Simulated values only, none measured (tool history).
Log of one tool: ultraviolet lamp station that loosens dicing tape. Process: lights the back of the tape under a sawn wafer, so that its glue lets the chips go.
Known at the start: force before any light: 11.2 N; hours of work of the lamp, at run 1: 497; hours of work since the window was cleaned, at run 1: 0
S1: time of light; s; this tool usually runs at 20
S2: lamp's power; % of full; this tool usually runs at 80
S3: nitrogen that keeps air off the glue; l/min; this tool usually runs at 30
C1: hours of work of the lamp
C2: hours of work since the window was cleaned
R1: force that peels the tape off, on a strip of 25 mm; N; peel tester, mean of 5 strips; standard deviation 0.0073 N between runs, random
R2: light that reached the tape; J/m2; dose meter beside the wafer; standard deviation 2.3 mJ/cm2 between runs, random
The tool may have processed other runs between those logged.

| run | day | S1 | S2 | S3 | C1 | C2 | R1 | R2 |
|---|---|---|---|---|---|---|---|---|
| 1 | 0.000 | 20 | 80 | 30 | 497 | 0 | 0.261 | 2370 |
| 2 | 1.771 | 20 | 80 | 30 | 530 | 34 | 0.260 | 2380 |
| 3 | 2.871 | 20 | 80 | 30 | 551 | 55 | 0.258 | 2390 |
| 4 | 4.354 | 20 | 80 | 30 | 579 | 83 | 0.275 | 2350 |
| 5 | 5.500 | 20 | 80 | 30 | 601 | 105 | 0.272 | 2350 |
| 6 | 6.558 | 20 | 80 | 30 | 621 | 125 | 0.270 | 2390 |
| 7 | 7.646 | 20 | 80 | 30 | 642 | 146 | 0.267 | 2370 |
| 8 | 8.529 | 20 | 80 | 30 | 659 | 162 | 0.268 | 2380 |
| 9 | 10.517 | 20 | 80 | 30 | 697 | 200 | 0.268 | 2320 |
| 10 | 12.562 | 16 | 80 | 30 | 736 | 239 | 0.400 | 1910 |
| 11 | 13.942 | 16 | 80 | 30 | 762 | 265 | 0.437 | 1880 |
| 12 | 15.838 | 20 | 80 | 30 | 798 | 302 | 0.265 | 2360 |
| 13 | 17.662 | 20 | 80 | 30 | 833 | 336 | 0.271 | 2350 |
|  | 18.958 | window cleaned of glue's vapour |
| 14 | 19.258 | 28 | 80 | 30 | 863 | 6 | 0.188 | 3310 |
| 15 | 21.179 | 28 | 80 | 30 | 899 | 42 | 0.193 | 3320 |
| 16 | 23.067 | 33 | 80 | 30 | 935 | 78 | 0.192 | 3940 |
| 17 | 23.950 | 33 | 94 | 30 | 952 | 95 | 0.180 | 4550 |
|  | 24.271 | lamp changed |
| 18 | 24.917 | 20 | 80 | 30 | 12 | 113 | 0.253 | 2380 |
| 19 | 26.067 | 20 | 80 | 30 | 34 | 135 | 0.270 | 2390 |
| 20 | 26.921 | 25 | 80 | 30 | 50 | 151 | 0.202 | 2940 |
| 21 | 28.967 | 20 | 80 | 12 | 89 | 190 | 0.405 | 2380 |
| 22 | 29.879 | 16 | 80 | 30 | 107 | 207 | 0.407 | 1900 |
| 23 | 31.742 | 16 | 80 | 30 | 142 | 243 | 0.413 | 1900 |
| 24 | 33.100 | 20 | 80 | 15 | 168 | 268 | 0.346 | 2410 |
| 25 | 33.933 | 20 | 79 | 35 | 184 | 284 | 0.251 | 2390 |
| 26 | 35.533 | 16 | 79 | 12 | 214 | 315 | 0.674 | 1900 |
| 27 | 37.575 | 20 | 79 | 13 | 253 | 354 | 0.393 | 2340 |
|  | 37.888 | window cleaned of glue's vapour |
| 28 | 38.546 | 11 | 72 | 26 | 271 | 13 | 1.287 | 1180 |
| 29 | 40.462 | 28 | 86 | 26 | 308 | 49 | 0.177 | 3550 |
| 30 | 41.608 | 21 | 82 | 12 | 330 | 71 | 0.326 | 2500 |
| 31 | 42.662 | 22 | 82 | 12 | 350 | 91 | 0.301 | 2660 |
| 32 | 44.433 | 22 | 82 | 35 | 383 | 125 | 0.231 | 2690 |
| 33 | 46.342 | 28 | 80 | 30 | 420 | 161 | 0.180 | 3300 |
| 34 | 47.779 | 28 | 66 | 9 | 447 | 188 | 0.324 | 2760 |
| 35 | 49.504 | 23 | 74 | 28 | 480 | 221 | 0.248 | 2490 |
| 36 | 50.704 | 35 | 93 | 34 | 503 | 244 | 0.165 | 4790 |
| 37 | 52.496 | 11 | 80 | 10 | 537 | 278 | 1.540 | 1280 |
| 38 | 54.346 | 11 | 80 | 10 | 572 | 313 | 1.563 | 1280 |
| 39 | 56.371 | 11 | 97 | 18 | 611 | 352 | 0.815 | 1570 |
|  | 56.804 | window cleaned of glue's vapour |
| 40 | 57.967 | 11 | 97 | 18 | 641 | 22 | 0.801 | 1600 |
| 41 | 59.333 | 24 | 97 | 18 | 667 | 48 | 0.186 | 3390 |
| 42 | 60.246 | 13 | 80 | 35 | 684 | 66 | 0.635 | 1530 |
| 43 | 61.825 | 35 | 77 | 23 | 714 | 96 | 0.174 | 3960 |

Across each entry between runs, compare the hidden state at the last listed run before it with the hidden state at the first listed run after it:
Runs 13 to 14: window cleaned of glue's vapour (day 18.958)
  light that the window lets through, % of a clean one's: 99.9 -> 100
Runs 17 to 18: lamp changed (day 24.271)
  lamp's light, % of a new lamp's: 99.7 -> 100
Runs 27 to 28: window cleaned of glue's vapour (day 37.888)
  light that the window lets through, % of a clean one's: 99.9 -> 100
Runs 39 to 40: window cleaned of glue's vapour (day 56.804)
  light that the window lets through, % of a clean one's: 99.9 -> 100
